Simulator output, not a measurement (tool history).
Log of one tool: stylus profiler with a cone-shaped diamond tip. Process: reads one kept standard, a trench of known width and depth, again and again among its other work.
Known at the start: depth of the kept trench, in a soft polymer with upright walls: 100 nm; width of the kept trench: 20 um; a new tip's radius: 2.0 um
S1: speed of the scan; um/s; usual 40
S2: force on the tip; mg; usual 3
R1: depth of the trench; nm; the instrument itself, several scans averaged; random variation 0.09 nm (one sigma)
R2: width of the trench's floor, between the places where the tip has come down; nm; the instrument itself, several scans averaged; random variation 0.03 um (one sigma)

| run | hour | S1 | S2 | R1 | R2 |
|---|---|---|---|---|---|
| 1 | 0 | 40 | 3 | 101.02 | 18630 |
| 2 | 99.9 | 40 | 3 | 101.05 | 18650 |
| 3 | 158 | 40 | 3 | 101.11 | 18640 |
| 4 | 260.5 | 40 | 3 | 101.22 | 18650 |
| 5 | 354.9 | 40 | 3 | 101.12 | 18600 |
| 6 | 471.5 | 40 | 1.06 | 100.44 | 18590 |
| 7 | 573.4 | 40 | 1.06 | 100.54 | 18580 |
| 8 | 649.4 | 40 | 3 | 101.13 | 18660 |
| 9 | 726.5 | 45 | 3 | 101.01 | 18600 |
| 10 | 823.3 | 45 | 3 | 101.04 | 18620 |
| 11 | 910.1 | 45 | 3 | 101.05 | 18580 |
| 12 | 1033 | 40 | 1.09 | 100.53 | 18580 |
| 13 | 1084.8 | 40 | 1.09 | 100.46 | 18600 |
| 14 | 1185.3 | 40 | 1.71 | 100.69 | 18570 |
| 15 | 1236.7 | 40 | 1.71 | 100.77 | 18610 |
| 16 | 1301.4 | 40 | 1.71 | 100.76 | 18590 |
| 17 | 1380.3 | 40 | 1.71 | 100.64 | 18630 |
| 18 | 1444.2 | 126 | 5.87 | 101.75 | 18440 |
| 19 | 1499.7 | 63 | 7.37 | 101.84 | 18650 |
| 20 | 1555.6 | 24 | 2.78 | 100.89 | 18730 |
| 21 | 1627.8 | 69 | 8.2 | 102.29 | 18650 |
| 22 | 1753.6 | 128 | 5.02 | 101.43 | 18530 |
| 23 | 1835.3 | 128 | 5.02 | 101.51 | 18510 |
| 24 | 1933.4 | 33 | 2.45 | 101.14 | 18690 |
| 25 | 1991.1 | 25 | 3.97 | 101.35 | 18700 |
| 26 | 2084.8 | 14 | 1.41 | 100.66 | 18710 |
| 27 | 2161.6 | 14 | 1.41 | 100.65 | 18650 |
| 28 | 2242 | 13 | 1.36 | 100.57 | 18700 |
| 29 | 2346.7 | 80 | 2.21 | 100.76 | 18530 |
| 30 | 2460.8 | 22 | 8.9 | 102.08 | 18730 |
| 31 | 2560.4 | 18 | 1.97 | 100.63 | 18630 |

Taken out of this log: 1 entry between the listed runs. Where each belongs, and how the hidden state differs across it:
Between runs 18 and 19: new tip fitted, height scale calibrated (hour 1473.9)
  radius of the tip, um: 2.09 -> 2; height scale over the true one, %: -0.01 -> 0
  measured less the result without the state, R2: -30 -> +0 nm
